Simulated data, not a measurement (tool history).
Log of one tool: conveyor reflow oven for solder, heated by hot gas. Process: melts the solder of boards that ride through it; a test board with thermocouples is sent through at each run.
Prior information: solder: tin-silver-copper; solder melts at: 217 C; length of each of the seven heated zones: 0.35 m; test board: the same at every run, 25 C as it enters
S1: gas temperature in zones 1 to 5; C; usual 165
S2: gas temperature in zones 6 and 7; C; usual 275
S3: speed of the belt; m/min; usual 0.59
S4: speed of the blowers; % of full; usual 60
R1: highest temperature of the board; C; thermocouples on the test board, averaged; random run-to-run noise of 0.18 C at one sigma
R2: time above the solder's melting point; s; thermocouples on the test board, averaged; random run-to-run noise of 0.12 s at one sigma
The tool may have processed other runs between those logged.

run	day	S1	S2	S3	S4	R1	R2
1	0	165	275	0.59	60	255.9	53.5
2	3.967	165	275	0.59	60	256	53.1
3	5.867	165	275	0.59	60	255.7	53
4	8.817	165	275	0.59	60	255.4	52.8
5	11.238	165	275	0.59	60	255.1	52.9
6	15.142	177	284	0.682	60	259.6	50.3
7	18.025	175	278	0.496	57	264.4	73.7
# day 21.175: flux residue cleaned out of gas plates and filters
8	21.175	175	278	0.496	57	264.9	74
9	22.938	165	275	0.51	60	260.6	66.1
10	26.292	158	276	0.473	74	265.3	73.6

4 options for the next run, each taken on its own from the tool as it stands now. Forecast them:
A	29.838	175	265	0.559	60	?	?
B	29.838	158	275	0.473	65	?	?
C	29.838	158	276	0.473	63	?	?
D	29.838	168	289	0.487	74	?	?

run	R1	R2
A	249.7	56.1
B	262.7	71.5
C	263.1	71.9
D	277.6	80.1
What these runs would have given with no unlogged condition in the tool:
run	R1	R2
A	251.3	56.6
B	264.4	71.6
C	264.8	72.1
D	279.4	79.9
